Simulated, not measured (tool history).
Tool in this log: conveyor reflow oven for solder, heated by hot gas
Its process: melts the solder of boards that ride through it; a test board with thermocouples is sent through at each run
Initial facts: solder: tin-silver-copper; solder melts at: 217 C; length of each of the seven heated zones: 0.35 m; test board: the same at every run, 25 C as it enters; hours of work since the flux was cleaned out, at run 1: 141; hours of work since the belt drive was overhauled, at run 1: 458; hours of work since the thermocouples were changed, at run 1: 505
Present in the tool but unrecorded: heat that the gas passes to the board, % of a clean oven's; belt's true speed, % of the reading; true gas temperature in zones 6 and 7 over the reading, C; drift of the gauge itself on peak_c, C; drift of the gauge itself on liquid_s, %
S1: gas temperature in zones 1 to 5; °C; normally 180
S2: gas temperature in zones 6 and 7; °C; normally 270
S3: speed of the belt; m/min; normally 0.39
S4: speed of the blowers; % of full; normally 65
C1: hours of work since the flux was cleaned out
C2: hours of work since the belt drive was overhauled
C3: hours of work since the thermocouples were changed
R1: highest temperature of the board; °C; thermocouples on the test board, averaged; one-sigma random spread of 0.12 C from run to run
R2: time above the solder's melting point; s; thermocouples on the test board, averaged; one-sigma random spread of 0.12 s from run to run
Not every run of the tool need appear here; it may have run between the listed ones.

run	day	S1	S2	S3	S4	C1	C2	C3	R1	R2
1	0	180	270	0.39	65	141	458	505	254.5	86.2
2	1.304	180	270	0.39	65	157	474	522	254.4	86.2
3	2.929	180	270	0.39	65	177	494	542	254.3	85.9
4	3.971	180	270	0.39	65	190	507	555	254	86
5	5.146	167	270	0.39	65	205	521	569	251.7	77
6	6.008	167	270	0.39	65	215	532	580	251.7	77
7	7.908	167	270	0.39	65	239	556	603	251.7	76.5
8	9.462	190	269	0.324	52	258	575	623	256.6	114.2
9	10.646	190	269	0.324	52	273	589	637	256.7	114.6
# day 10.954: flux residue cleaned out of gas plates and filters
10	12.85	190	280	0.428	52	23	614	662	257.4	84.4
11	13.771	190	280	0.428	52	35	626	673	257.1	84.1
12	15.475	190	280	0.428	52	56	647	694	257.3	84.1
13	16.425	166	270	0.322	81	68	658	706	259.6	104.9
14	17.346	180	278	0.39	65	79	670	718	260.3	91.2

Some steps in R1, run to run, broken into two amounts with sign: the step expected even without the hidden condition (settings, incoming material, random variation), and the rest, left for the hidden condition together with whatever gauge scatter is not in both the measured and the hidden-condition-free result:
Run 7 -> 8: S1 167 -> 190, S2 270 -> 269, S3 0.39 -> 0.324, S4 65 -> 52. R1 +4.9 °C: hidden state +0.2, all else +4.7.
Run 9 -> 10: S2 269 -> 280, S3 0.324 -> 0.428, flux residue cleaned out of gas plates and filters. R1 +0.7 °C: hidden state -0.5, all else +1.2.

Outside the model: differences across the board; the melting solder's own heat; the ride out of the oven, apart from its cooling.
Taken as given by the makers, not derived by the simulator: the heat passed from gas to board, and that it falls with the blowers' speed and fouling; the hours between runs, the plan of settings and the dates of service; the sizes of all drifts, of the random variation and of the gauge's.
